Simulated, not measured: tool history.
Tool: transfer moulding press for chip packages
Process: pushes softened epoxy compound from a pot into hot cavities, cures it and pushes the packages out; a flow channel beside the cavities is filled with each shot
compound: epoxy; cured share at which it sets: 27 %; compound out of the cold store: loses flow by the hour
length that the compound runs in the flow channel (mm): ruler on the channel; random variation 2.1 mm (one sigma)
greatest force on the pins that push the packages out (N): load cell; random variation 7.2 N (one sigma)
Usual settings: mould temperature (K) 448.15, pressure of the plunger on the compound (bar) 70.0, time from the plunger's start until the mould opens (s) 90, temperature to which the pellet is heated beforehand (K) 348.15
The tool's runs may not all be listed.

run,day,mould temperature (K),pressure of the plunger on the compound (bar),time from the plunger's start until the mould opens (s),temperature to which the pellet is heated beforehand (K),incoming compound's hours out of the cold store,length that the compound runs in the flow channel (mm),greatest force on the pins that push the packages out (N)
1,0.000,448.15,70.0,90,348.15,40.1,587,483
# day 0.262: cavities cleaned with cleaning compound and waxed
2,2.692,448.15,70.0,90,344.15,47.4,568,442
# day 4.017: cavities cleaned with cleaning compound and waxed
3,5.896,448.15,70.0,90,354.15,25.5,593,430
# day 6.488: plunger's sealing rings changed
# day 8.138: cavities cleaned with cleaning compound and waxed
4,9.792,448.15,70.0,90,348.15,48.0,573,406
# day 11.929: cavities cleaned with cleaning compound and waxed
5,13.404,454.15,70.0,90,348.15,19.0,590,348
6,15.175,448.15,70.0,91,348.15,10.8,612,484
# day 15.696: plunger's sealing rings changed
# day 15.938: cavities cleaned with cleaning compound and waxed
7,18.871,441.15,70.0,90,348.15,32.8,613,746
# day 19.821: cavities cleaned with cleaning compound and waxed
8,20.858,448.15,63.2,90,345.15,24.3,568,381
# day 21.100: mould's thermocouples calibrated
# day 23.725: cavities cleaned with cleaning compound and waxed
9,23.879,443.15,63.6,98,342.15,19.0,590,336
# day 25.029: plunger's sealing rings changed
# day 27.679: cavities cleaned with cleaning compound and waxed
10,27.767,455.15,53.3,99,342.15,40.4,497,257
# day 31.508: cavities cleaned with cleaning compound and waxed
11,31.508,449.15,54.8,111,348.15,31.9,513,249

Hidden state or all else? Some run-to-run changes of length that the compound runs in the flow channel (mm), split into what the settings, what came in and random variation would give without the hidden state, and what is left for the hidden state (with any gauge scatter that isn't in both results):
The hidden state here: true mould temperature over the reading, C; pressure that reaches the compound, % of what is set; grip of the stained cavities, % over clean ones'; drift of the gauge itself on flow_mm, %; drift of the gauge itself on push_out_n, %.
Run 9 -> 10: mould temperature (K) 443.15 -> 455.15, pressure of the plunger on the compound (bar) 63.6 -> 53.3, time from the plunger's start until the mould opens (s) 98 -> 99, plunger's sealing rings changed, cavities cleaned with cleaning compound and waxed. length that the compound runs in the flow channel (mm) -93: hidden state +21, all else -114.

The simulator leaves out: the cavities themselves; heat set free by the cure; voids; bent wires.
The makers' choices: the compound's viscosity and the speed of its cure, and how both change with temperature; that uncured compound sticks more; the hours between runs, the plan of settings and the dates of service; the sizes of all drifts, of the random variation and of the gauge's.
